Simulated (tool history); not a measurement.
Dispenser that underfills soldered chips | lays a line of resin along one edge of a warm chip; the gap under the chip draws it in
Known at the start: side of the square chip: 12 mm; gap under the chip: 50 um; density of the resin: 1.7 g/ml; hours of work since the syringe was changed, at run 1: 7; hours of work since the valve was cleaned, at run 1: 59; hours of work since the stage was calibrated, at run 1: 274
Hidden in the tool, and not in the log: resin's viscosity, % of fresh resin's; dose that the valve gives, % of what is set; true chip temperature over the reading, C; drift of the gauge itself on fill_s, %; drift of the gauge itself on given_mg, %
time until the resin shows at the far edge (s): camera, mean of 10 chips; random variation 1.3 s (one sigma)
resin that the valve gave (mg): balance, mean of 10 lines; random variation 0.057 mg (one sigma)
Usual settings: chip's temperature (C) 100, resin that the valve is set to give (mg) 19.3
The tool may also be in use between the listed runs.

run     day  chip's temperature (C)  resin that the valve is set to give (mg)  hours of work since the syringe was changed  hours of work since the valve was cleaned  hours of work since the stage was calibrated  time until the resin shows at the far edge (s)  resin that the valve gave (mg)
  1   0.000                     100                                      19.3                                            7                                         59                                           274                                           183.7                           18.56
      0.042  -- new syringe of resin
      0.229  -- dispensing valve cleaned and set on the balance
  2   0.279                     102                                      19.3                                            3                                          1                                           278                                           138.6                           19.27
      0.533  -- new syringe of resin
  3   0.533                     102                                      19.3                                            0                                          5                                           283                                           115.3                           19.25
  4   0.754                     102                                      19.3                                            4                                          9                                           286                                           142.2                           19.13
      0.971  -- new syringe of resin
  5   1.046                     102                                      17.1                                            1                                         14                                           291                                           123.7                           16.96
      1.421  -- new syringe of resin
  6   1.467                     102                                      17.1                                            1                                         21                                           298                                           122.3                           16.80
  7   1.771                     102                                      17.1                                            6                                         26                                           304                                           161.2                           16.75
      1.862  -- new syringe of resin
  8   2.175                      93                                      19.3                                            5                                         33                                           311                                           226.8                           18.90
      2.317  -- new syringe of resin
  9   2.446                      93                                      19.3                                            2                                         38                                           315                                           194.4                           18.80
      2.758  -- new syringe of resin
 10   2.812                      93                                      19.3                                            1                                         44                                           321                                           180.0                           18.72
 11   3.121                      93                                      19.3                                            6                                         49                                           327                                           236.5                           18.71
      3.229  -- new syringe of resin
 12   3.617                      90                                      19.3                                            7                                         58                                           335                                           271.0                           18.62
      3.704  -- new syringe of resin
      3.929  -- dispensing valve cleaned and set on the balance
 13   4.100                     101                                      19.3                                            6                                          3                                           343                                           161.6                           19.21
      4.188  -- new syringe of resin
 14   4.329                      98                                      19.3                                            3                                          7                                           347                                           151.6                           19.18
      4.625  -- new syringe of resin
 15   4.725                      98                                      19.3                                            2                                         14                                           353                                           145.9                           19.15
      5.075  -- new syringe of resin
 16   5.167                      98                                      19.3                                            2                                         21                                           361                                           147.0                           19.08
 17   5.417                     106                                      18.2                                            6                                         25                                           365                                           131.1                           17.83
      5.517  -- new syringe of resin
 18   5.904                     101                                      24.4                                            7                                         34                                           374                                           167.0                           23.90
      5.962  -- new syringe of resin
 19   6.325                     107                                      16.7                                            6                                         41                                           381                                           130.1                           16.16
      6.429  -- new syringe of resin
 20   6.688                     100                                      16.8                                            5                                         47                                           387                                           161.3                           16.21
      6.896  -- new syringe of resin
 21   7.004                     100                                      16.8                                            2                                         52                                           392                                           140.9                           16.29
      7.354  -- new syringe of resin
 22   7.400                     105                                      17.8                                            1                                         59                                           399                                           105.2                           17.08
      7.617  -- dispensing valve cleaned and set on the balance
      7.850  -- new syringe of resin
 23   7.946                      86                                      16.7                                            2                                          5                                           408                                           258.4                           16.60
      8.288  -- new syringe of resin
 24   8.404                     108                                      21.1                                            2                                         13                                           415                                            99.2                           20.89
      8.746  -- new syringe of resin
 25   8.879                      93                                      24.1                                            2                                         21                                           423                                           178.6                           23.89
 26   9.133                     105                                      24.4                                            7                                         26                                           428                                           136.7                           24.05
      9.221  -- new syringe of resin
 27   9.429                      97                                      23.9                                            4                                         31                                           433                                           164.9                           23.45
      9.696  -- new syringe of resin
 28   9.933                      89                                      20.0                                            4                                         39                                           442                                           241.7                           19.50
     10.158  -- new syringe of resin
 29  10.346                     113                                      18.5                                            3                                         47                                           449                                            85.9                           18.03
     10.621  -- new syringe of resin
 30  10.733                     110                                      23.2                                            2                                         53                                           455                                            86.5                           22.56

Hidden state or all else? Some run-to-run changes of time until the resin shows at the far edge (s), split into what the settings, what came in and random variation would give without the hidden state, and what is left for the hidden state (with any gauge scatter that isn't in both results):
Run 1 -> 2: chip's temperature (C) 100 -> 102, new syringe of resin, dispensing valve cleaned and set on the balance. time until the resin shows at the far edge (s) -45.1: hidden state -33.9, all else -11.2.
Run 6 -> 7: no setting changed, nothing entered. time until the resin shows at the far edge (s) +38.9: hidden state +39.6, all else -0.7.
Run 10 -> 11: no setting changed, nothing entered. time until the resin shows at the far edge (s) +56.5: hidden state +58.2, all else -1.7.
Run 22 -> 23: chip's temperature (C) 105 -> 86, resin that the valve is set to give (mg) 17.8 -> 16.7, dispensing valve cleaned and set on the balance, new syringe of resin. time until the resin shows at the far edge (s) +153.2: hidden state +10.8, all else +142.4.
Run 23 -> 24: chip's temperature (C) 86 -> 108, resin that the valve is set to give (mg) 16.7 -> 21.1, new syringe of resin. time until the resin shows at the far edge (s) -159.2: hidden state -4.1, all else -155.1.
Run 28 -> 29: chip's temperature (C) 89 -> 113, resin that the valve is set to give (mg) 20.0 -> 18.5, new syringe of resin. time until the resin shows at the far edge (s) -155.8: hidden state -23.7, all else -132.1.
